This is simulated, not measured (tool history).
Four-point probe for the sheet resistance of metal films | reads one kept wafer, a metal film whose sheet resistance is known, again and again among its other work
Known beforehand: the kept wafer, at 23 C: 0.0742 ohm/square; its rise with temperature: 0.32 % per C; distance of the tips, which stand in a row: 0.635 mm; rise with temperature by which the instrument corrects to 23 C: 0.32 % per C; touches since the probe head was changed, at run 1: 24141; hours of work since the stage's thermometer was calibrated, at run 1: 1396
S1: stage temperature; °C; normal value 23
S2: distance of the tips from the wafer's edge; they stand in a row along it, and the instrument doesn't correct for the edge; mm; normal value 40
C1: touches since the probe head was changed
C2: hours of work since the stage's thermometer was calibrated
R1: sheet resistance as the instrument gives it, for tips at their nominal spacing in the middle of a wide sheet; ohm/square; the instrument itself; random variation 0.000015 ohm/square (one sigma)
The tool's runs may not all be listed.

run    hour  S1  S2     C1    C2        R1
  1       0  23  40  24141  1396  0.074204
        2.9  -- stage's thermometer calibrated
  2    25.1  23  30  25561    14   0.07417
  3    60.8  23  30  27622    38  0.074176
  4    84.2  21  30  28974    53  0.074128
  5     115  19  40  30753    73  0.074142
  6   157.5  19  40  33206   100   0.07415
  7   190.7  19  40  35123   122  0.074134
  8   223.3  19  40  37008   143  0.074157
      246.1  -- stage's thermometer calibrated, once more
  9   252.2  19  40  38649     4   0.07433
 10   284.8  23  40  40532    25  0.074367
 11   327.6  23  40  43002    53  0.074357
 12   348.8  23  40  44227    67  0.074348
 13     368  23  40  45337    79  0.074367
 14   387.7  27  40  46475    92   0.07436
 15   417.2  23  40  48179   111  0.074353
 16   460.3  23  40  50665   139   0.07434
 17   496.5  23  40  52760   162  0.074394
 18   517.4  21  40  53968   176  0.074383
 19   535.3  35  40  55000   188  0.074456
 20   565.2  35  40  56724   207  0.074417
 21   601.9  23   5  58847   231  0.075016
 22   634.4  18  40  60725   252  0.074395
 23   674.9  20   4  63060   278  0.075372
 24   698.8  20   4  64443   294  0.075391
 25   732.1  20   4  66366   315  0.075366
 26   771.6  23   5  68649   341  0.075036
 27   796.3  21  67  70074   357  0.074398
 28   819.3  24  74  71403   372  0.074385
 29   838.4  23   6  72507   384  0.074844
 30   881.9  23   6  75019   412  0.074852
 31   916.7  23   6  77025   435  0.074863
 32   945.5  31  23  78690   454  0.074492
 33   969.8  28  40  80095   469  0.074478
 34  1005.7  19  27  82170   493  0.074421
 35  1027.3  19   4  83415   507  0.075391
 36  1054.2  28  19  84970   524  0.074515
 37  1088.3  28  61  86939   546  0.074482
 38  1126.9  18  44  89166   571  0.074428
 39    1167  20  18  91484   597  0.074488
 40  1205.7  20  18  93718   622  0.074511
 41  1248.4  20  18  96185   650  0.074498

Each row is a separate what-if for the run after 41, all from the same tool condition, not one after another. Results?
  A  1286.9  27  20  98406  675   ?
  B  1286.9  23  54  98406  675   ?
  C  1286.9  33  66  98406  675   ?
  D  1286.9  18   8  98406  675   ?

run        R1
  A  0.074542
  B  0.074481
  C  0.074538
  D  0.074692
Without the tool's hidden state the same runs would have given:
run        R1
  A  0.074268
  B  0.074208
  C  0.074263
  D  0.074419

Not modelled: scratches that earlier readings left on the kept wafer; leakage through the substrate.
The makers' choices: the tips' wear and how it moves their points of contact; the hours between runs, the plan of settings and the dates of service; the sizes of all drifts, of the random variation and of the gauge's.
